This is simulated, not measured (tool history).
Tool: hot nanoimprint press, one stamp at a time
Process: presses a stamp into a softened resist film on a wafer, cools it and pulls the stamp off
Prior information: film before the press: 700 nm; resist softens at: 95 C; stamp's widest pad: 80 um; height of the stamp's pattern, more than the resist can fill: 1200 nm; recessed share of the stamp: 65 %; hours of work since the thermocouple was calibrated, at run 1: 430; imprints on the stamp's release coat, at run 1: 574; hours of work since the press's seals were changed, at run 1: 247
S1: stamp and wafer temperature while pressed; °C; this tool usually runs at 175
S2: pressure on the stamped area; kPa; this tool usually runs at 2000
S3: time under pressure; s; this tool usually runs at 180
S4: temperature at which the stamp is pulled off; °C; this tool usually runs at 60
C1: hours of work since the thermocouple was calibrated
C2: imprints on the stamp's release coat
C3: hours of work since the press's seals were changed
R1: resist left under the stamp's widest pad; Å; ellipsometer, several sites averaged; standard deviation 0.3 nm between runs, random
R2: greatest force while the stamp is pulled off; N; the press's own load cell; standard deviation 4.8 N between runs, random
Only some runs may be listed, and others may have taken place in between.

run	hour	S1	S2	S3	S4	C1	C2	C3	R1	R2
1	0	175	2000	180	60	430	574	247	2670	280
2	15.2	175	2000	180	60	437	615	254	2667	277
3	34.6	175	2000	180	60	446	667	263	2671	294
4	50	175	2000	180	60	453	709	270	2664	294
5	65.4	175	2000	180	60	460	750	278	2669	292
6	77.3	175	2000	180	60	465	783	283	2672	288
7	97.5	175	2000	180	60	475	837	292	2664	301
8	118.6	175	2000	180	62	484	894	302	2660	289
# hour 129.2: plate thermocouple calibrated
9	139	171	2200	180	60	5	941	310	2886	307
10	156	167	1870	325	59	12	987	318	2982	308
# hour 180.3: plate thermocouple calibrated, once more
11	185.4	167	1870	325	59	2	1058	330	3132	327

What does the tool deliver on the next run?
12	198.5	174	2200	325	68	8	1093	336	?	?

Run 12 gave R1 2166 Å, R2 262 N.
Minus the tool's unlogged condition, the same run would have read R1 2154 Å, R2 190 N.

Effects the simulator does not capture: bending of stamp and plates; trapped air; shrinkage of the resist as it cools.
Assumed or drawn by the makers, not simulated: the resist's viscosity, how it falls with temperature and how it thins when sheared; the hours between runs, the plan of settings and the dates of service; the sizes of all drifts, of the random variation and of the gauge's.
